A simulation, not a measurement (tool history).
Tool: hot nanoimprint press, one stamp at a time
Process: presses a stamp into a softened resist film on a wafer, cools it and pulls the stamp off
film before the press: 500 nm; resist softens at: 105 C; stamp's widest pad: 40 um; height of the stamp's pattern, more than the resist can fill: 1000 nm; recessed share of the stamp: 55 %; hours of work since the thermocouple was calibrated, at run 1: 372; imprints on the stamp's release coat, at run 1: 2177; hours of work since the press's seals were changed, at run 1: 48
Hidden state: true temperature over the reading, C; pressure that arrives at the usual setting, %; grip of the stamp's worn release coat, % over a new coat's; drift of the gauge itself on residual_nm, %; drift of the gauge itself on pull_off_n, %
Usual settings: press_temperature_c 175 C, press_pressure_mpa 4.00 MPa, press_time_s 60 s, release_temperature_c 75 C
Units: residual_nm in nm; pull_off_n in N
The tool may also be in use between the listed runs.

| run | hour | press_temperature_c | press_pressure_mpa | press_time_s | release_temperature_c | hours of work since the thermocouple was calibrated | imprints on the stamp's release coat | hours of work since the press's seals were changed | residual_nm | pull_off_n |
|---|---|---|---|---|---|---|---|---|---|---|
| 1 | 0.0 | 175 | 4.00 | 60 | 75 | 372 | 2177 | 48 | 238.6 | 452 |
| 2 | 6.6 | 175 | 4.00 | 60 | 75 | 375 | 2189 | 52 | 239.1 | 480 |
|  | 19.6 | stamp cleaned and given a new release coat |
| 3 | 22.7 | 175 | 4.00 | 60 | 75 | 381 | 5 | 58 | 239.8 | 210 |
| 4 | 30.5 | 175 | 4.00 | 60 | 75 | 386 | 20 | 62 | 241.3 | 210 |
| 5 | 42.3 | 175 | 4.00 | 60 | 75 | 392 | 41 | 69 | 241.4 | 220 |
| 6 | 55.5 | 175 | 4.00 | 93 | 75 | 400 | 65 | 76 | 200.2 | 215 |
| 7 | 71.1 | 175 | 4.00 | 93 | 75 | 408 | 93 | 85 | 202.3 | 220 |
| 8 | 80.4 | 175 | 4.00 | 93 | 75 | 414 | 110 | 90 | 202.8 | 216 |
| 9 | 93.3 | 175 | 4.00 | 93 | 75 | 421 | 134 | 98 | 201.3 | 222 |
| 10 | 105.3 | 175 | 4.00 | 60 | 75 | 428 | 156 | 104 | 242.6 | 233 |
| 11 | 117.0 | 175 | 4.00 | 31 | 75 | 434 | 177 | 111 | 305.1 | 227 |
| 12 | 131.5 | 175 | 4.00 | 31 | 75 | 442 | 203 | 119 | 304.2 | 235 |
| 13 | 142.2 | 175 | 4.00 | 31 | 75 | 448 | 223 | 125 | 306.2 | 235 |
| 14 | 152.8 | 175 | 4.00 | 117 | 75 | 454 | 242 | 131 | 183.3 | 237 |
| 15 | 159.7 | 175 | 4.00 | 60 | 75 | 458 | 254 | 135 | 242.9 | 237 |
| 16 | 170.9 | 175 | 4.00 | 60 | 75 | 465 | 275 | 141 | 243.8 | 236 |
| 17 | 181.0 | 167 | 4.74 | 60 | 75 | 470 | 293 | 147 | 314.8 | 239 |
| 18 | 190.3 | 167 | 4.74 | 60 | 75 | 476 | 310 | 152 | 314.8 | 244 |
| 19 | 200.1 | 167 | 4.74 | 38 | 69 | 481 | 328 | 158 | 360.1 | 269 |
| 20 | 208.7 | 167 | 4.74 | 38 | 69 | 486 | 344 | 163 | 354.6 | 282 |
| 21 | 216.5 | 175 | 3.62 | 60 | 81 | 490 | 358 | 167 | 252.5 | 216 |
|  | 224.6 | plate thermocouple calibrated |
| 22 | 232.7 | 186 | 4.08 | 31 | 68 | 5 | 382 | 175 | 191.8 | 272 |
| 23 | 240.7 | 165 | 3.89 | 100 | 70 | 9 | 396 | 179 | 296.8 | 275 |
| 24 | 251.5 | 169 | 3.89 | 46 | 68 | 15 | 416 | 185 | 321.9 | 286 |
| 25 | 259.7 | 169 | 3.89 | 46 | 68 | 20 | 431 | 190 | 323.6 | 282 |
| 26 | 268.8 | 168 | 4.00 | 93 | 75 | 25 | 447 | 195 | 264.7 | 245 |
| 27 | 283.5 | 172 | 4.47 | 119 | 75 | 33 | 474 | 203 | 192.9 | 257 |
| 28 | 295.5 | 181 | 4.00 | 60 | 70 | 40 | 496 | 210 | 180.4 | 286 |
| 29 | 311.0 | 181 | 4.00 | 60 | 70 | 49 | 524 | 219 | 181.1 | 280 |
| 30 | 318.9 | 181 | 4.00 | 60 | 70 | 53 | 538 | 223 | 180.7 | 290 |

Forecast each of these 3 alternatives for the next run:
| A | 332.6 | 171 | 5.56 | 55 | 75 | 61 | 563 | 231 | ? | ? |
| B | 332.6 | 175 | 3.72 | 79 | 76 | 61 | 563 | 231 | ? | ? |
| C | 332.6 | 184 | 4.00 | 34 | 75 | 61 | 563 | 231 | ? | ? |

| run | residual_nm | pull_off_n |
|---|---|---|
| A | 250.4 | 273 |
| B | 215.1 | 263 |
| C | 201.8 | 276 |
Without the tool's hidden state the same runs would have given:
| run | residual_nm | pull_off_n |
|---|---|---|
| A | 246.1 | 214 |
| B | 211.5 | 207 |
| C | 198.6 | 216 |
